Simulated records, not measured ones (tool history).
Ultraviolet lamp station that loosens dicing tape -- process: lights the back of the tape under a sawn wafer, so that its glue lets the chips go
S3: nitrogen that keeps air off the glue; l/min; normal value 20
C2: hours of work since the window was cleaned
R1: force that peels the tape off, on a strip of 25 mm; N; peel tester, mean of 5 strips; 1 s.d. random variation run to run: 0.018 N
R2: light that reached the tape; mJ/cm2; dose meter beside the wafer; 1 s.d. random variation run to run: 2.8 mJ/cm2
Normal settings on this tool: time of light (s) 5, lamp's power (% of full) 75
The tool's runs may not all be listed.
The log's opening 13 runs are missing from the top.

{"run": 14, "hour": 119.8, "time of light (s)": 3, "lamp's power (% of full)": 75, "S3": 20, "hours of work of the lamp": 400, "C2": 184, "R1": 2.036, "R2": 231}
{"run": 15, "hour": 126.4, "time of light (s)": 3, "lamp's power (% of full)": 75, "S3": 20, "hours of work of the lamp": 404, "C2": 188, "R1": 2.04, "R2": 236}
{"run": 16, "hour": 136.3, "time of light (s)": 3, "lamp's power (% of full)": 75, "S3": 20, "hours of work of the lamp": 411, "C2": 195, "R1": 2.048, "R2": 235}
{"run": 17, "hour": 143.3, "time of light (s)": 3, "lamp's power (% of full)": 97, "S3": 20, "hours of work of the lamp": 416, "C2": 200, "R1": 1.355, "R2": 303}
{"run": 18, "hour": 151.9, "time of light (s)": 2, "lamp's power (% of full)": 97, "S3": 20, "hours of work of the lamp": 422, "C2": 206, "R1": 2.433, "R2": 203}
{"run": 19, "hour": 163.5, "time of light (s)": 5, "lamp's power (% of full)": 70, "S3": 20, "hours of work of the lamp": 431, "C2": 215, "R1": 1.009, "R2": 364}
{"run": 20, "hour": 170.6, "time of light (s)": 5, "lamp's power (% of full)": 70, "S3": 20, "hours of work of the lamp": 435, "C2": 219, "R1": 0.999, "R2": 368}
{"run": 21, "hour": 179.7, "time of light (s)": 5, "lamp's power (% of full)": 70, "S3": 20, "hours of work of the lamp": 442, "C2": 226, "R1": 1.047, "R2": 365}
{"run": 22, "hour": 186.7, "time of light (s)": 5, "lamp's power (% of full)": 78, "S3": 10, "hours of work of the lamp": 447, "C2": 231, "R1": 1.11, "R2": 402}
{"run": 23, "hour": 197.9, "time of light (s)": 5, "lamp's power (% of full)": 95, "S3": 27, "hours of work of the lamp": 455, "C2": 239, "R1": 0.418, "R2": 494}
{"run": 24, "hour": 205.3, "time of light (s)": 5, "lamp's power (% of full)": 90, "S3": 20, "hours of work of the lamp": 460, "C2": 244, "R1": 0.591, "R2": 466}
{"run": 25, "hour": 218.4, "time of light (s)": 5, "lamp's power (% of full)": 86, "S3": 20, "hours of work of the lamp": 469, "C2": 253, "R1": 0.653, "R2": 448}
{"run": 26, "hour": 227.6, "time of light (s)": 5, "lamp's power (% of full)": 86, "S3": 20, "hours of work of the lamp": 476, "C2": 260, "R1": 0.666, "R2": 443}
{"run": 27, "hour": 236.9, "time of light (s)": 5, "lamp's power (% of full)": 86, "S3": 20, "hours of work of the lamp": 482, "C2": 266, "R1": 0.655, "R2": 443}
{"run": 28, "hour": 245.0, "time of light (s)": 4, "lamp's power (% of full)": 99, "S3": 14, "hours of work of the lamp": 488, "C2": 272, "R1": 0.982, "R2": 414}
{"run": 29, "hour": 254.4, "time of light (s)": 3, "lamp's power (% of full)": 75, "S3": 40, "hours of work of the lamp": 494, "C2": 278, "R1": 1.668, "R2": 232}
{"run": 30, "hour": 261.7, "time of light (s)": 3, "lamp's power (% of full)": 75, "S3": 40, "hours of work of the lamp": 499, "C2": 284, "R1": 1.586, "R2": 233}
{"run": 31, "hour": 267.1, "time of light (s)": 3, "lamp's power (% of full)": 75, "S3": 40, "hours of work of the lamp": 503, "C2": 287, "R1": 1.605, "R2": 230}
{"run": 32, "hour": 274.6, "time of light (s)": 9, "lamp's power (% of full)": 75, "S3": 13, "hours of work of the lamp": 509, "C2": 293, "R1": 0.272, "R2": 694}
{"run": 33, "hour": 280.5, "time of light (s)": 9, "lamp's power (% of full)": 75, "S3": 13, "hours of work of the lamp": 513, "C2": 297, "R1": 0.289, "R2": 704}
{"run": 34, "hour": 291.5, "time of light (s)": 9, "lamp's power (% of full)": 72, "S3": 15, "hours of work of the lamp": 520, "C2": 304, "R1": 0.285, "R2": 674}
{"hour": 301.7, "done": "window cleaned of glue's vapour"}
{"run": 35, "hour": 304.6, "time of light (s)": 9, "lamp's power (% of full)": 64, "S3": 15, "hours of work of the lamp": 529, "C2": 2, "R1": 0.377, "R2": 602}

The next listed run, before its measurement:
{"run": 36, "hour": 311.7, "time of light (s)": 5, "lamp's power (% of full)": 86, "S3": 8, "hours of work of the lamp": 534, "C2": 7, "R1": "?", "R2": "?"}

{"run 36": {"R1": 1.11, "R2": 447}}
On a tool with no hidden condition, and with the same random variation, this run would have come out at R1 1.107 N, R2 447 mJ/cm2.
